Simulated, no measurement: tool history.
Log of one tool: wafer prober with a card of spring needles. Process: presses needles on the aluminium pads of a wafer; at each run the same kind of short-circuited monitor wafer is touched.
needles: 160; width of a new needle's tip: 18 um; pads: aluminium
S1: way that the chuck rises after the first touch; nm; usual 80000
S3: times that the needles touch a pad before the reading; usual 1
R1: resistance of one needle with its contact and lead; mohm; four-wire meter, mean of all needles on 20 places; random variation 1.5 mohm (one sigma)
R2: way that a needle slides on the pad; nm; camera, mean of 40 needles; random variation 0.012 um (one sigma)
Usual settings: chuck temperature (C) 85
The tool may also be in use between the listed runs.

{"run": 1, "hour": 0.0, "S1": 80000, "chuck temperature (C)": 85, "S3": 1, "R1": 148, "R2": 13020}
{"hour": 10.3, "done": "tips cleaned on abrasive film"}
{"run": 2, "hour": 39.9, "S1": 80000, "chuck temperature (C)": 85, "S3": 1, "R1": 148, "R2": 13030}
{"hour": 44.0, "done": "tips cleaned on abrasive film"}
{"hour": 76.7, "done": "tips cleaned on abrasive film"}
{"run": 3, "hour": 83.4, "S1": 80000, "chuck temperature (C)": 85, "S3": 1, "R1": 147, "R2": 13020}
{"hour": 109.3, "done": "tips cleaned on abrasive film"}
{"run": 4, "hour": 109.5, "S1": 80000, "chuck temperature (C)": 85, "S3": 1, "R1": 148, "R2": 13020}
{"hour": 142.7, "done": "tips cleaned on abrasive film"}
{"run": 5, "hour": 142.7, "S1": 80000, "chuck temperature (C)": 65, "S3": 1, "R1": 145, "R2": 13010}
{"run": 6, "hour": 171.8, "S1": 75000, "chuck temperature (C)": 85, "S3": 1, "R1": 148, "R2": 12200}
{"hour": 176.0, "done": "tips cleaned on abrasive film"}
{"hour": 185.8, "done": "height of the first contact set anew"}
{"run": 7, "hour": 197.0, "S1": 75000, "chuck temperature (C)": 85, "S3": 1, "R1": 149, "R2": 12220}
{"hour": 210.1, "done": "tips cleaned on abrasive film"}
{"run": 8, "hour": 219.2, "S1": 75000, "chuck temperature (C)": 85, "S3": 1, "R1": 150, "R2": 12210}
{"hour": 243.8, "done": "tips cleaned on abrasive film"}
{"run": 9, "hour": 258.9, "S1": 75000, "chuck temperature (C)": 85, "S3": 1, "R1": 151, "R2": 12220}
{"hour": 277.1, "done": "tips cleaned on abrasive film"}
{"run": 10, "hour": 282.7, "S1": 80000, "chuck temperature (C)": 98, "S3": 1, "R1": 149, "R2": 13020}
{"run": 11, "hour": 308.1, "S1": 87000, "chuck temperature (C)": 92, "S3": 1, "R1": 149, "R2": 14180}
{"hour": 311.1, "done": "tips cleaned on abrasive film"}
{"hour": 345.0, "done": "tips cleaned on abrasive film"}
{"run": 12, "hour": 349.9, "S1": 84000, "chuck temperature (C)": 96, "S3": 3, "R1": 146, "R2": 13670}
{"run": 13, "hour": 371.5, "S1": 84000, "chuck temperature (C)": 96, "S3": 3, "R1": 151, "R2": 13670}
{"hour": 377.8, "done": "tips cleaned on abrasive film"}
{"run": 14, "hour": 398.9, "S1": 99000, "chuck temperature (C)": 87, "S3": 1, "R1": 145, "R2": 16120}
{"hour": 410.9, "done": "tips cleaned on abrasive film"}
{"run": 15, "hour": 421.2, "S1": 93000, "chuck temperature (C)": 85, "S3": 1, "R1": 145, "R2": 15140}
{"hour": 443.5, "done": "tips cleaned on abrasive film"}
{"run": 16, "hour": 451.0, "S1": 72000, "chuck temperature (C)": 44, "S3": 2, "R1": 142, "R2": 11720}

4 ways to go on from here, each from the tool as it stands after run 16. What would each give?
{"hour": 464.9, "done": "height of the first contact set anew"}
{"hour": 476.9, "done": "tips cleaned on abrasive film"}
{"run": "A", "hour": 488.0, "S1": 80000, "chuck temperature (C)": 66, "S3": 1, "R1": "?", "R2": "?"}
{"hour": 464.9, "done": "height of the first contact set anew"}
{"hour": 476.9, "done": "tips cleaned on abrasive film"}
{"run": "B", "hour": 488.0, "S1": 75000, "chuck temperature (C)": 110, "S3": 2, "R1": "?", "R2": "?"}
{"hour": 464.9, "done": "height of the first contact set anew"}
{"hour": 476.9, "done": "tips cleaned on abrasive film"}
{"run": "C", "hour": 488.0, "S1": 73000, "chuck temperature (C)": 55, "S3": 3, "R1": "?", "R2": "?"}
{"hour": 464.9, "done": "height of the first contact set anew"}
{"hour": 476.9, "done": "tips cleaned on abrasive film"}
{"run": "D", "hour": 488.0, "S1": 80000, "chuck temperature (C)": 32, "S3": 1, "R1": "?", "R2": "?"}

run=A R1=146 R2=13040
run=B R1=152 R2=12210
run=C R1=144 R2=11880
run=D R1=138 R2=13020
Without the tool's hidden state the same runs would have given:
run=A R1=146 R2=13040
run=B R1=152 R2=12210
run=C R1=143 R2=11880
run=D R1=138 R2=13020

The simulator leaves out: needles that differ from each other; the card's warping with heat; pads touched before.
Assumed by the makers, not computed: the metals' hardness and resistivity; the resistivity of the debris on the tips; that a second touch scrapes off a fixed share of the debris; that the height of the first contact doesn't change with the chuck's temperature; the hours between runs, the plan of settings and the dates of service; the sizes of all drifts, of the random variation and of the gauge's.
